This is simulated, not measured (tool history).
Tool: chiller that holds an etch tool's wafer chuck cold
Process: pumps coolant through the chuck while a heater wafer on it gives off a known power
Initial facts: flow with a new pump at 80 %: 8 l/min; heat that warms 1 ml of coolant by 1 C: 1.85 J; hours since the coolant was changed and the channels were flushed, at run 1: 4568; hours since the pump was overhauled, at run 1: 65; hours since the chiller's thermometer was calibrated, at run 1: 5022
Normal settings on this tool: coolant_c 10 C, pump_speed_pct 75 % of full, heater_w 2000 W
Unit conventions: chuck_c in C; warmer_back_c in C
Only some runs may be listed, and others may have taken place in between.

run	hour	coolant_c	pump_speed_pct	heater_w	hours since the coolant was changed and the channels were flushed	hours since the pump was overhauled	hours since the chiller's thermometer was calibrated	chuck_c	warmer_back_c
1	0.0	10	75	2000	4568	65	5022	24.9	8.68
2	25.6	10	75	2000	4594	90	5048	25.0	8.62
3	43.4	10	75	2000	4612	108	5066	24.9	8.69
4	68.6	10	75	2000	4637	133	5091	25.0	8.74
5	90.8	7	75	2000	4659	156	5113	21.9	8.75
6	116.4	7	75	2000	4685	181	5139	22.1	8.70
7	137.2	7	75	2000	4705	202	5159	22.0	8.68
8	155.7	7	75	2000	4724	220	5178	22.0	8.76
9	176.5	7	75	2000	4745	241	5199	21.8	8.79
10	200.0	7	75	2000	4768	265	5222	22.0	8.82
11	218.0	7	75	2000	4786	283	5240	22.0	8.76
12	238.4	7	75	2000	4807	303	5260	22.0	8.77
13	262.0	7	75	2000	4830	327	5284	21.9	8.85
14	286.1	7	75	2000	4854	351	5308	21.9	8.80
15	312.9	10	75	2000	4881	378	5335	25.0	8.85
16	338.4	6	75	2000	4907	403	5360	20.9	8.84
17	355.2	6	75	2000	4923	420	5377	20.9	8.86
18	374.4	6	75	1190	4943	439	5397	14.9	5.36
19	403.1	6	61	1766	4971	468	5425	21.9	9.67
20	425.9	12	79	1719	4994	491	5448	24.2	7.31
21	441.8	16	82	1719	5010	507	5464	27.8	7.06
22	464.3	16	82	1719	5032	529	5486	27.9	7.02
23	489.4	5	61	1719	5058	554	5512	20.6	9.52
24	517.2	9	80	1124	5085	582	5539	17.0	4.85
25	547.1	10	75	1033	5115	612	5569	17.8	4.75
26	576.6	12	81	1033	5145	641	5599	19.1	4.46
27	591.4	5	70	2691	5160	656	5613	26.4	12.89
28	607.2	10	70	2691	5175	672	5629	31.5	12.82
29	631.8	10	70	2691	5200	697	5654	31.4	12.97
30	648.9	10	70	2691	5217	714	5671	31.4	12.91
31	669.4	10	70	2691	5238	734	5692	31.4	12.92
32	681.9	10	84	2180	5250	747	5704	24.8	8.78

Below are 4 alternative next runs, each starting from the tool's condition after run 32. Predict each:
A	707.3	11	71	2115	5275	772	5729	?	?
B	707.3	5	86	1523	5275	772	5729	?	?
C	707.3	4	73	2097	5275	772	5729	?	?
D	707.3	10	78	2180	5275	772	5729	?	?

run	chuck_c	warmer_back_c
A	27.5	10.07
B	15.0	6.17
C	20.0	9.68
D	25.6	9.48
Without the tool's hidden state the same runs would have given:
run	chuck_c	warmer_back_c
A	27.5	9.64
B	15.0	5.75
C	20.0	9.25
D	25.6	9.05

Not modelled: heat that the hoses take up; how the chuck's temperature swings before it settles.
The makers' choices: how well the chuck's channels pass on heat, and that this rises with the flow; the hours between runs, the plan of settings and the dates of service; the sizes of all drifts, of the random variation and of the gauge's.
